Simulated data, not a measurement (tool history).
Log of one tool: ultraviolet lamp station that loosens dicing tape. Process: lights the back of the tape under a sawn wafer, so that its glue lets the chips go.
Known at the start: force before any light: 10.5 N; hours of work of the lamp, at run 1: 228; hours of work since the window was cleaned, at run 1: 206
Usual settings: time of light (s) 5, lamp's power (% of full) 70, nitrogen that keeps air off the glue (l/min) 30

run,hour,time of light (s),lamp's power (% of full),nitrogen that keeps air off the glue (l/min),hours of work of the lamp,hours of work since the window was cleaned,force that peels the tape off (N),light that reached the tape (mJ/cm2)
1,0.0,5,70,30,228,206,0.847,384
2,6.4,5,70,30,232,210,0.878,386
3,12.3,5,70,30,236,214,0.831,380
4,22.4,8,70,30,242,220,0.285,612
5,28.1,8,70,14,246,224,0.613,612
6,34.0,8,70,14,250,228,0.633,605
7,45.4,5,70,21,257,235,1.150,379
8,51.9,5,70,21,261,239,1.111,381
9,58.7,5,70,45,266,243,0.569,385
10,63.7,5,70,45,269,247,0.602,378
11,69.3,5,70,45,273,250,0.600,380
12,78.7,5,70,45,279,256,0.591,381
13,84.4,5,70,45,282,260,0.570,380
14,95.0,5,70,30,289,267,0.828,383
15,105.5,5,70,30,296,274,0.833,381
16,111.3,5,74,12,300,277,1.699,404
17,118.2,2,70,30,304,282,3.706,151
18,125.7,2,70,30,309,287,3.587,153
19,134.3,5,78,25,314,292,0.783,427
20,144.3,7,73,22,321,299,0.485,553
21,151.9,7,60,13,326,303,1.227,453
22,161.8,4,70,13,332,310,2.458,307
23,168.9,5,70,28,337,314,0.901,377
24,175.8,5,70,28,341,319,0.894,380
25,183.3,7,75,17,346,324,0.586,568
26,190.3,5,70,20,351,328,1.188,378
27,201.8,5,70,20,358,336,1.272,382
28,213.2,5,70,13,365,343,1.717,381

3 ways to go on from here, each from the tool as it stands after run 28. What would each give?
A,218.1,4,70,14,368,346,?,?
B,218.1,8,75,22,368,346,?,?
C,218.1,5,70,20,368,346,?,?

run,force that peels the tape off (N),light that reached the tape (mJ/cm2)
A,2.423,310
B,0.335,655
C,1.240,377
Without the tool's hidden state the same runs would have given:
run,force that peels the tape off (N),light that reached the tape (mJ/cm2)
A,2.419,310
B,0.335,656
C,1.238,377

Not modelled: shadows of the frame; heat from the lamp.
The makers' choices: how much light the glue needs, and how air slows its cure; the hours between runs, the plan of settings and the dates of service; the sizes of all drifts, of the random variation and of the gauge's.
